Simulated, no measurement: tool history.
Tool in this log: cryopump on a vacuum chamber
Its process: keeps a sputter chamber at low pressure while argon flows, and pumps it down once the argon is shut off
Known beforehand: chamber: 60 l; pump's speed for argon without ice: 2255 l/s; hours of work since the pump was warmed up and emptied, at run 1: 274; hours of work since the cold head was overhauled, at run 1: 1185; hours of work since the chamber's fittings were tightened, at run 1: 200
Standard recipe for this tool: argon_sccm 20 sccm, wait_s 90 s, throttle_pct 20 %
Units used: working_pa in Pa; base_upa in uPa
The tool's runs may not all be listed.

| run | hour | argon_sccm | wait_s | throttle_pct | hours of work since the pump was warmed up and emptied | hours of work since the cold head was overhauled | hours of work since the chamber's fittings were tightened | working_pa | base_upa |
|---|---|---|---|---|---|---|---|---|---|
| 1 | 0.0 | 20 | 90 | 20 | 274 | 1185 | 200 | 0.0768 | 0.46 |
| 2 | 49.3 | 16 | 90 | 20 | 308 | 1219 | 234 | 0.0623 | 0.50 |
| 3 | 101.9 | 16 | 90 | 20 | 344 | 1255 | 270 | 0.0604 | 0.47 |
| 4 | 137.6 | 16 | 90 | 20 | 368 | 1279 | 295 | 0.0610 | 0.54 |
| 5 | 167.1 | 16 | 90 | 20 | 389 | 1300 | 315 | 0.0613 | 0.51 |
| 6 | 189.7 | 16 | 90 | 20 | 404 | 1315 | 330 | 0.0621 | 0.55 |
| 7 | 226.2 | 20 | 90 | 35 | 429 | 1340 | 355 | 0.0452 | 0.58 |
| 8 | 261.4 | 20 | 90 | 35 | 454 | 1364 | 380 | 0.0453 | 0.59 |
| 9 | 298.1 | 20 | 249 | 35 | 479 | 1390 | 405 | 0.0449 | 0.54 |
| 10 | 325.6 | 20 | 90 | 20 | 498 | 1409 | 424 | 0.0786 | 0.60 |
| 11 | 377.6 | 20 | 90 | 20 | 533 | 1444 | 460 | 0.0775 | 0.70 |
| 12 | 408.2 | 20 | 90 | 25 | 555 | 1465 | 481 | 0.0631 | 0.70 |
| 13 | 436.3 | 20 | 90 | 25 | 574 | 1485 | 500 | 0.0621 | 0.71 |
| 14 | 472.5 | 20 | 90 | 25 | 599 | 1510 | 525 | 0.0629 | 0.69 |
| 15 | 526.9 | 20 | 90 | 23 | 636 | 1547 | 562 | 0.0696 | 0.76 |
| 16 | 554.0 | 20 | 90 | 23 | 655 | 1566 | 581 | 0.0696 | 0.74 |
| 17 | 584.6 | 22 | 90 | 20 | 676 | 1587 | 602 | 0.0879 | 0.77 |
| 18 | 615.7 | 26 | 50 | 46 | 697 | 1608 | 623 | 0.0481 | 0.97 |
| 19 | 654.1 | 26 | 109 | 46 | 724 | 1634 | 650 | 0.0489 | 0.81 |
| 20 | 688.8 | 20 | 90 | 52 | 747 | 1658 | 673 | 0.0346 | 0.87 |
| 21 | 727.9 | 36 | 290 | 43 | 774 | 1685 | 700 | 0.0722 | 0.73 |
| 22 | 766.3 | 36 | 290 | 43 | 801 | 1712 | 727 | 0.0723 | 0.77 |
| 23 | 799.9 | 24 | 90 | 23 | 824 | 1735 | 750 | 0.0854 | 0.92 |
| 24 | 826.2 | 24 | 42 | 23 | 842 | 1753 | 768 | 0.0858 | 1.24 |
| 25 | 874.1 | 20 | 165 | 16 | 875 | 1786 | 801 | 0.1009 | 0.92 |
|  | 909.1 | pump warmed up, emptied and cooled again |
| 26 | 931.8 | 17 | 50 | 20 | 16 | 1822 | 837 | 0.0647 | 0.93 |
| 27 | 955.8 | 17 | 63 | 20 | 32 | 1838 | 854 | 0.0647 | 0.89 |
| 28 | 1005.2 | 24 | 256 | 21 | 66 | 1872 | 888 | 0.0860 | 0.72 |
| 29 | 1046.5 | 24 | 256 | 21 | 94 | 1901 | 916 | 0.0855 | 0.76 |
| 30 | 1082.1 | 21 | 68 | 29 | 119 | 1925 | 940 | 0.0549 | 0.93 |
| 31 | 1127.8 | 21 | 91 | 29 | 150 | 1957 | 972 | 0.0563 | 0.89 |
| 32 | 1157.3 | 27 | 33 | 20 | 171 | 1977 | 992 | 0.1021 | 1.29 |
| 33 | 1181.5 | 16 | 33 | 20 | 187 | 1994 | 1009 | 0.0608 | 1.27 |
| 34 | 1206.4 | 11 | 32 | 19 | 204 | 2011 | 1026 | 0.0439 | 1.31 |

What if the next run were any one of these 4? Each begins from the tool's condition after run 34:
| A | 1257.1 | 20 | 73 | 15 | 239 | 2046 | 1061 | ? | ? |
| B | 1257.1 | 13 | 100 | 19 | 239 | 2046 | 1061 | ? | ? |
| C | 1257.1 | 24 | 254 | 22 | 239 | 2046 | 1061 | ? | ? |
| D | 1257.1 | 14 | 32 | 17 | 239 | 2046 | 1061 | ? | ? |

| run | working_pa | base_upa |
|---|---|---|
| A | 0.1018 | 1.02 |
| B | 0.0528 | 0.95 |
| C | 0.0841 | 0.88 |
| D | 0.0612 | 1.31 |
With no hidden state in the tool, these same runs would have given:
| run | working_pa | base_upa |
|---|---|---|
| A | 0.1001 | 0.40 |
| B | 0.0518 | 0.31 |
| C | 0.0821 | 0.23 |
| D | 0.0601 | 0.69 |

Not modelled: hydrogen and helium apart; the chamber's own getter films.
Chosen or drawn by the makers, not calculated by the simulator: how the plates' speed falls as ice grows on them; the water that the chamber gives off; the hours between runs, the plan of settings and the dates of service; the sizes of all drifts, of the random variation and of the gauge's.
